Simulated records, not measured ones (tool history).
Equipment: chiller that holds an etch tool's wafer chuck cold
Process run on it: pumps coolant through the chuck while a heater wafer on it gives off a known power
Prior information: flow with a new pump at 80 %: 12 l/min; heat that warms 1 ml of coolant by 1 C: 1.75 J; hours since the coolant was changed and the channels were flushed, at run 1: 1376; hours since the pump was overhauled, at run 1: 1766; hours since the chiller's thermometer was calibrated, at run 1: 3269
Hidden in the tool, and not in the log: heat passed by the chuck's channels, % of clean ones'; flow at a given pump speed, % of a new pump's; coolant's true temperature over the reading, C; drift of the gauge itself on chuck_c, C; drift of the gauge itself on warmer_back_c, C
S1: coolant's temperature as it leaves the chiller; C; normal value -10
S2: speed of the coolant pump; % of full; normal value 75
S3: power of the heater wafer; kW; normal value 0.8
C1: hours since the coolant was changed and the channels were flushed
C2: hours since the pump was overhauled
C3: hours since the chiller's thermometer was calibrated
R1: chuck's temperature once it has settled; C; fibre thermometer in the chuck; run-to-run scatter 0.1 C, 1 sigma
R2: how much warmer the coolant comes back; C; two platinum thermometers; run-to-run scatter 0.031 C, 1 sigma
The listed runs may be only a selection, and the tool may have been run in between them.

Run 1, hour 0: usual settings; C1 1376; C2 1766; C3 3269. Result: R1 -1.2 C, R2 2.44 C.
Run 2, hour 86.8: usual settings; C1 1463; C2 1852; C3 3355. Result: R1 -1.2 C, R2 2.43 C.
Run 3, hour 215.4: usual settings but S2 61 % of full; C1 1592; C2 1981; C3 3484. Result: R1 0 C, R2 3.01 C.
Run 4, hour 285.7: usual settings but S2 61 % of full; C1 1662; C2 2051; C3 3554. Result: R1 -0.1 C, R2 3.06 C.
Run 5, hour 378.8: usual settings but S3 0.635 kW; C1 1755; C2 2144; C3 3648. Result: R1 -3 C, R2 1.94 C.
Run 6, hour 479.8: usual settings but S3 0.635 kW; C1 1856; C2 2245; C3 3749. Result: R1 -3.2 C, R2 2.01 C.
Run 7, hour 548.7: usual settings but S3 0.635 kW; C1 1925; C2 2314; C3 3817. Result: R1 -3.1 C, R2 1.98 C.
Run 8, hour 661.1: usual settings but S3 0.635 kW; C1 2038; C2 2427; C3 3930. Result: R1 -3.1 C, R2 1.94 C.
Run 9, hour 758.2: usual settings but S3 0.635 kW; C1 2135; C2 2524; C3 4027. Result: R1 -2.9 C, R2 1.96 C.
Run 10, hour 851.3: usual settings but S3 0.635 kW; C1 2228; C2 2617; C3 4120. Result: R1 -3.2 C, R2 1.92 C.
Run 11, hour 943.5: usual settings but S3 0.635 kW; C1 2320; C2 2709; C3 4212. Result: R1 -3 C, R2 1.99 C.
Run 12, hour 1024.7: usual settings but S3 0.635 kW; C1 2401; C2 2790; C3 4293. Result: R1 -3 C, R2 1.91 C.
Run 13, hour 1081.7: usual settings but S3 0.635 kW; C1 2458; C2 2847; C3 4350. Result: R1 -3.1 C, R2 1.94 C.
At hour 1124.5: chiller's thermometer calibrated.
Run 14, hour 1195.7: usual settings but S1 -11 C, S3 0.635 kW; C1 2571; C2 2960; C3 71. Result: R1 -4.2 C, R2 1.96 C.
Run 15, hour 1259.7: usual settings but S1 -4 C, S3 0.635 kW; C1 2635; C2 3024; C3 135. Result: R1 2.7 C, R2 1.91 C.
Run 16, hour 1364.5: usual settings; C1 2740; C2 3129; C3 240. Result: R1 -1.2 C, R2 2.49 C.
Run 17, hour 1491.1: usual settings but S2 61 % of full; C1 2866; C2 3256; C3 367. Result: R1 0 C, R2 3.06 C.
Run 18, hour 1595.4: usual settings but S2 64 % of full; C1 2971; C2 3360; C3 471. Result: R1 -0.5 C, R2 2.91 C.
Run 19, hour 1658.4: usual settings but S2 61 % of full; C1 3034; C2 3423; C3 534. Result: R1 -0.2 C, R2 3.11 C.
Run 20, hour 1752.7: usual settings but S2 61 % of full; C1 3128; C2 3517; C3 628. Result: R1 0 C, R2 3.03 C.
Run 21, hour 1842.5: usual settings but S2 61 % of full; C1 3218; C2 3607; C3 718. Result: R1 -0.3 C, R2 3.08 C.
Run 22, hour 1953.1: usual settings but S1 -19 C, S2 67 % of full, S3 0.557 kW; C1 3329; C2 3718; C3 829. Result: R1 -12.6 C, R2 1.9 C.
Run 23, hour 2004.8: usual settings but S1 -13 C, S2 90 % of full, S3 1.003 kW; C1 3380; C2 3769; C3 880. Result: R1 -3.2 C, R2 2.54 C.
Run 24, hour 2093.9: usual settings but S2 86 % of full, S3 0.468 kW; C1 3469; C2 3858; C3 969. Result: R1 -5.3 C, R2 1.25 C.
Run 25, hour 2158.1: usual settings but S1 -9 C, S2 66 % of full; C1 3533; C2 3923; C3 1034. Result: R1 0.5 C, R2 2.81 C.
Run 26, hour 2229.6: usual settings but S1 -16 C, S2 66 % of full; C1 3605; C2 3994; C3 1105. Result: R1 -6.5 C, R2 2.81 C.
Run 27, hour 2345.4: usual settings but S1 -15 C, S2 97 % of full, S3 0.693 kW; C1 3721; C2 4110; C3 1221. Result: R1 -8.4 C, R2 1.65 C.
Run 28, hour 2452.9: usual settings but S1 -15 C, S2 97 % of full, S3 0.693 kW; C1 3828; C2 4217; C3 1328. Result: R1 -8.6 C, R2 1.59 C.
Run 29, hour 2523.1: usual settings but S2 97 % of full, S3 0.693 kW; C1 3899; C2 4288; C3 1399. Result: R1 -3.6 C, R2 1.64 C.
Run 30, hour 2623.4: usual settings but S1 -4 C, S2 60 % of full, S3 0.401 kW; C1 3999; C2 4388; C3 1499. Result: R1 1 C, R2 1.57 C.
Run 31, hour 2680.9: usual settings but S3 0.981 kW; C1 4056; C2 4446; C3 1556. Result: R1 0.9 C, R2 3.03 C.

3 ways to go on from here, each from the tool as it stands after run 31. What would each give?
Run A, hour 2792.5: usual settings but S1 0 C; C1 4168; C2 4557; C3 1668. Result: R1 ?, R2 ?.
Run B, hour 2792.5: usual settings but S1 -1 C, S2 68 % of full, S3 0.981 kW; C1 4168; C2 4557; C3 1668. Result: R1 ?, R2 ?.
Run C, hour 2792.5: usual settings but S1 -13 C, S3 0.476 kW; C1 4168; C2 4557; C3 1668. Result: R1 ?, R2 ?.

run    R1    R2
  A   9.1  2.48
  B  10.4  3.33
  C  -7.9  1.44
With no hidden state in the tool, these same runs would have given:
run    R1    R2
  A   9.1  2.47
  B  10.4  3.33
  C  -7.9  1.44
